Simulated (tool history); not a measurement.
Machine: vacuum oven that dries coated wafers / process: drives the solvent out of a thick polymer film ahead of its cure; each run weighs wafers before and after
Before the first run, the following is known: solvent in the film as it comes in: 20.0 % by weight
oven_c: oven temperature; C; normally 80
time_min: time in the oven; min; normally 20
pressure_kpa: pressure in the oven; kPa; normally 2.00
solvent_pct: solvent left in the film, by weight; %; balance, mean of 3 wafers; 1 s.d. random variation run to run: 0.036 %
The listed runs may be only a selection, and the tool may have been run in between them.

| run | hour | oven_c | time_min | pressure_kpa | solvent_pct |
|---|---|---|---|---|---|
| 1 | 0.0 | 80 | 20 | 2.00 | 3.46 |
| 2 | 87.3 | 80 | 20 | 2.00 | 3.47 |
| 3 | 159.2 | 93 | 20 | 2.00 | 1.08 |
| 4 | 222.2 | 93 | 20 | 2.00 | 1.09 |
| 5 | 275.6 | 93 | 20 | 2.00 | 1.07 |
| 6 | 392.7 | 93 | 20 | 2.00 | 1.08 |
| 7 | 497.4 | 93 | 20 | 2.00 | 1.11 |
| 8 | 611.8 | 80 | 33 | 2.00 | 1.63 |
| 9 | 729.8 | 80 | 33 | 2.00 | 1.69 |
| 10 | 798.5 | 80 | 33 | 2.00 | 1.66 |
| 11 | 902.7 | 80 | 20 | 5.35 | 4.68 |
|  | 948.3 | vacuum gauge cleaned of residue and calibrated |
| 12 | 975.0 | 80 | 20 | 2.00 | 3.42 |
| 13 | 1029.7 | 80 | 20 | 2.00 | 3.46 |
| 14 | 1121.4 | 80 | 34 | 2.00 | 1.57 |
| 15 | 1208.4 | 80 | 34 | 2.00 | 1.56 |
| 16 | 1298.9 | 80 | 34 | 2.00 | 1.62 |
| 17 | 1361.2 | 80 | 20 | 2.00 | 3.46 |
| 18 | 1476.6 | 80 | 20 | 2.00 | 3.44 |
| 19 | 1598.0 | 80 | 20 | 2.00 | 3.44 |
| 20 | 1678.4 | 80 | 20 | 2.00 | 3.48 |
| 21 | 1796.8 | 80 | 20 | 1.38 | 3.22 |
|  | 1822.2 | oven's thermocouples calibrated |
| 22 | 1880.5 | 80 | 20 | 1.38 | 3.26 |
| 23 | 1932.3 | 80 | 20 | 1.38 | 3.26 |
| 24 | 2041.1 | 80 | 21 | 1.83 | 3.20 |
| 25 | 2095.8 | 80 | 21 | 1.83 | 3.19 |
| 26 | 2200.7 | 86 | 21 | 1.83 | 1.88 |

The next listed run, before its measurement:
| 27 | 2260.3 | 65 | 20 | 4.17 | ? |

solvent_pct: 9.09 %
Without the tool's hidden state the same run would have given solvent_pct 9.09 %.
